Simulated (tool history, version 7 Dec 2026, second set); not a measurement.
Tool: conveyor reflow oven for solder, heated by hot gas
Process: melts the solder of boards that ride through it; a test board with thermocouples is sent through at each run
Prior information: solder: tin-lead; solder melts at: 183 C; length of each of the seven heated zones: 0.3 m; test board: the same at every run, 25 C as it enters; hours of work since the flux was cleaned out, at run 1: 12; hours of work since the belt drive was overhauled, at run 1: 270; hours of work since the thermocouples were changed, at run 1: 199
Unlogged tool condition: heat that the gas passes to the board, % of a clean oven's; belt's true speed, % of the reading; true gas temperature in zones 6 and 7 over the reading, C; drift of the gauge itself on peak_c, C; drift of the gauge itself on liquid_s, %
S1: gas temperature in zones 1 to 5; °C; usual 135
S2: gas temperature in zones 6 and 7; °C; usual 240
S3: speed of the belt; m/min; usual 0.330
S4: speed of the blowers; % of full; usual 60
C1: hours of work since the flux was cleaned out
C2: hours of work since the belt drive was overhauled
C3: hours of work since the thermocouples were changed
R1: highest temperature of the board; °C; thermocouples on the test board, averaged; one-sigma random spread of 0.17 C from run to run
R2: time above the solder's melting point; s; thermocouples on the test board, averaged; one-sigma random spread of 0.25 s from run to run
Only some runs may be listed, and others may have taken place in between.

| run | day | S1 | S2 | S3 | S4 | C1 | C2 | C3 | R1 | R2 |
|---|---|---|---|---|---|---|---|---|---|---|
| 1 | 0.000 | 135 | 240 | 0.330 | 60 | 12 | 270 | 199 | 215.4 | 76.2 |
| 2 | 0.946 | 135 | 240 | 0.330 | 60 | 28 | 286 | 215 | 215.1 | 75.9 |
| 3 | 1.717 | 135 | 240 | 0.330 | 60 | 41 | 299 | 228 | 215.3 | 76.6 |
| 4 | 2.346 | 135 | 240 | 0.330 | 60 | 52 | 310 | 239 | 215.1 | 75.7 |
| 5 | 3.479 | 135 | 240 | 0.330 | 60 | 71 | 329 | 258 | 214.6 | 75.9 |
| 6 | 4.633 | 135 | 240 | 0.330 | 60 | 91 | 349 | 278 | 214.8 | 74.8 |
| 7 | 5.671 | 135 | 240 | 0.330 | 60 | 109 | 366 | 296 | 214.5 | 75.8 |
| 8 | 6.875 | 126 | 240 | 0.330 | 60 | 129 | 387 | 316 | 212.5 | 68.1 |
| 9 | 7.938 | 126 | 240 | 0.330 | 60 | 147 | 405 | 334 | 212.3 | 68.5 |
| 10 | 8.667 | 126 | 240 | 0.330 | 60 | 160 | 418 | 347 | 212.4 | 68.0 |
| 11 | 9.808 | 135 | 240 | 0.330 | 60 | 179 | 437 | 366 | 214.5 | 75.6 |
| 12 | 10.492 | 135 | 234 | 0.330 | 60 | 191 | 449 | 378 | 209.5 | 68.1 |
| 13 | 11.304 | 135 | 234 | 0.330 | 60 | 205 | 463 | 392 | 209.4 | 68.7 |
| 14 | 12.438 | 135 | 239 | 0.331 | 60 | 224 | 482 | 411 | 213.2 | 73.4 |
| 15 | 13.829 | 135 | 238 | 0.377 | 60 | 248 | 506 | 435 | 206.7 | 54.3 |
| 16 | 15.312 | 145 | 241 | 0.330 | 60 | 273 | 531 | 460 | 217.5 | 84.2 |
| 17 | 16.217 | 145 | 248 | 0.330 | 77 | 289 | 546 | 476 | 228.3 | 96.2 |
| 18 | 17.738 | 145 | 248 | 0.362 | 77 | 315 | 572 | 502 | 224.7 | 84.7 |
| 19 | 19.146 | 145 | 248 | 0.348 | 56 | 339 | 597 | 526 | 218.5 | 80.6 |
| 20 | 20.075 | 135 | 254 | 0.332 | 78 | 354 | 612 | 542 | 231.5 | 93.3 |
| 21 | 21.196 | 122 | 254 | 0.330 | 60 | 374 | 632 | 561 | 221.6 | 78.0 |
| 22 | 22.075 | 141 | 254 | 0.330 | 60 | 389 | 646 | 576 | 226.4 | 92.1 |
| 23 | 23.454 | 131 | 243 | 0.383 | 74 | 412 | 670 | 599 | 213.2 | 61.6 |
|  | 24.042 | flux residue cleaned out of gas plates and filters |
| 24 | 25.117 | 129 | 240 | 0.330 | 83 | 18 | 695 | 624 | 222.8 | 84.5 |

Some steps in R1, run to run, broken into two amounts with sign: the step expected even without the hidden condition (settings, incoming material, random variation), and the rest, left for the hidden condition together with whatever gauge scatter is not in both the measured and the hidden-condition-free result:
Run 19 -> 20: S1 145 -> 135, S2 248 -> 254, S3 0.348 -> 0.332, S4 56 -> 78. R1 +13.0 °C: hidden state -0.6, all else +13.6.
Run 22 -> 23: S1 141 -> 131, S2 254 -> 243, S3 0.330 -> 0.383, S4 60 -> 74. R1 -13.2 °C: hidden state -0.9, all else -12.3.
Run 23 -> 24: S1 131 -> 129, S2 243 -> 240, S3 0.383 -> 0.330, S4 74 -> 83, flux residue cleaned out of gas plates and filters. R1 +9.6 °C: hidden state +3.8, all else +5.8.
